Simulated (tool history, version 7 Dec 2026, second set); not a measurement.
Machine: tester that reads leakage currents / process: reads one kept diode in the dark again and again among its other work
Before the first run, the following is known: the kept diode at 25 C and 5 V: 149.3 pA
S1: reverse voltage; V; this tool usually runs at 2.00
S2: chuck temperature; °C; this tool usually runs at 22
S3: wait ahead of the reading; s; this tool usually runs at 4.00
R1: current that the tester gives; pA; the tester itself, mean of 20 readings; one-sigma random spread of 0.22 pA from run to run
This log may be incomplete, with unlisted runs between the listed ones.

| run | hour | S1 | S2 | S3 | R1 |
|---|---|---|---|---|---|
| 1 | 0.0 | 2.00 | 22 | 4.00 | 73.52 |
| 2 | 79.3 | 2.00 | 22 | 4.00 | 74.07 |
| 3 | 211.1 | 2.00 | 22 | 4.00 | 74.17 |
| 4 | 341.0 | 2.00 | 22 | 4.00 | 75.13 |
| 5 | 446.7 | 2.00 | 22 | 4.00 | 75.47 |
| 6 | 520.6 | 2.00 | 47 | 4.00 | 524.45 |
| 7 | 639.3 | 2.00 | 22 | 3.05 | 75.74 |
| 8 | 771.4 | 2.00 | 41 | 4.00 | 341.20 |
| 9 | 892.9 | 2.00 | 41 | 4.00 | 343.69 |
| 10 | 1014.9 | 2.00 | 41 | 4.00 | 346.26 |
| 11 | 1134.7 | 2.00 | 41 | 4.00 | 347.76 |
| 12 | 1270.1 | 2.00 | 22 | 6.15 | 78.03 |
| 13 | 1388.6 | 2.00 | 22 | 6.15 | 78.40 |
| 14 | 1515.6 | 2.00 | 22 | 1.04 | 79.49 |
| 15 | 1601.6 | 2.00 | 28 | 1.04 | 129.73 |
| 16 | 1681.7 | 2.00 | 22 | 4.00 | 79.81 |
| 17 | 1813.5 | 2.00 | 22 | 4.00 | 80.05 |
| 18 | 1886.0 | 2.00 | 41 | 1.70 | 360.15 |
| 19 | 2002.0 | 2.00 | 41 | 1.70 | 359.55 |
| 20 | 2092.0 | 2.00 | 41 | 1.70 | 361.00 |
| 21 | 2182.7 | 1.57 | 54 | 1.40 | 800.78 |
| 22 | 2272.6 | 7.47 | 24 | 1.40 | 197.71 |
| 23 | 2394.6 | 7.47 | 21 | 2.02 | 160.22 |
| 24 | 2497.0 | 2.23 | 50 | 1.20 | 765.46 |
| 25 | 2642.3 | 1.61 | 28 | 4.90 | 107.15 |
| 26 | 2780.0 | 4.44 | 25 | 4.90 | 147.07 |
| 27 | 2840.8 | 4.44 | 25 | 4.90 | 146.81 |
| 28 | 2939.7 | 3.23 | 25 | 6.41 | 123.33 |
| 29 | 3056.7 | 5.60 | 28 | 0.56 | 213.29 |
| 30 | 3120.8 | 1.67 | 51 | 4.00 | 622.26 |
| 31 | 3206.9 | 1.67 | 51 | 4.00 | 621.07 |
| 32 | 3327.8 | 6.77 | 51 | 4.00 | 1324.52 |
| 33 | 3396.0 | 6.77 | 51 | 4.00 | 1331.34 |

Put back what was entered between runs (3 entries, withheld): which listed runs does each sit between, and how does the hidden state differ from the listed run before to the listed run after?
In the gap between runs 22 and 23: chuck's temperature calibrated (hour 2286.3)
  stray current of the dirty probe card, pA a volt: 0.373 -> 0.382; current scale over the true one, %: 1.04 -> 1.07; true chuck temperature over the reading, C: 1.39 -> 1.87
  what was measured, less what the result would be without the hidden state, R1: +25.59 -> +27.01 pA
In the gap between runs 24 and 25: chuck's temperature calibrated, once more (hour 2593.9)
  stray current of the dirty probe card, pA a volt: 0.39 -> 0.401; current scale over the true one, %: 1.09 -> 1.13; true chuck temperature over the reading, C: 1.92 -> 0.12
  what was measured, less what the result would be without the hidden state, R1: +104.30 -> +2.81 pA
In the gap between runs 28 and 29: tester calibrated (hour 3008.2)
  stray current of the dirty probe card, pA a volt: 0.424 -> 0.433; current scale over the true one, %: 1.2 -> -0.02; true chuck temperature over the reading, C: 0.27 -> 0.33
  what was measured, less what the result would be without the hidden state, R1: +5.39 -> +7.69 pA

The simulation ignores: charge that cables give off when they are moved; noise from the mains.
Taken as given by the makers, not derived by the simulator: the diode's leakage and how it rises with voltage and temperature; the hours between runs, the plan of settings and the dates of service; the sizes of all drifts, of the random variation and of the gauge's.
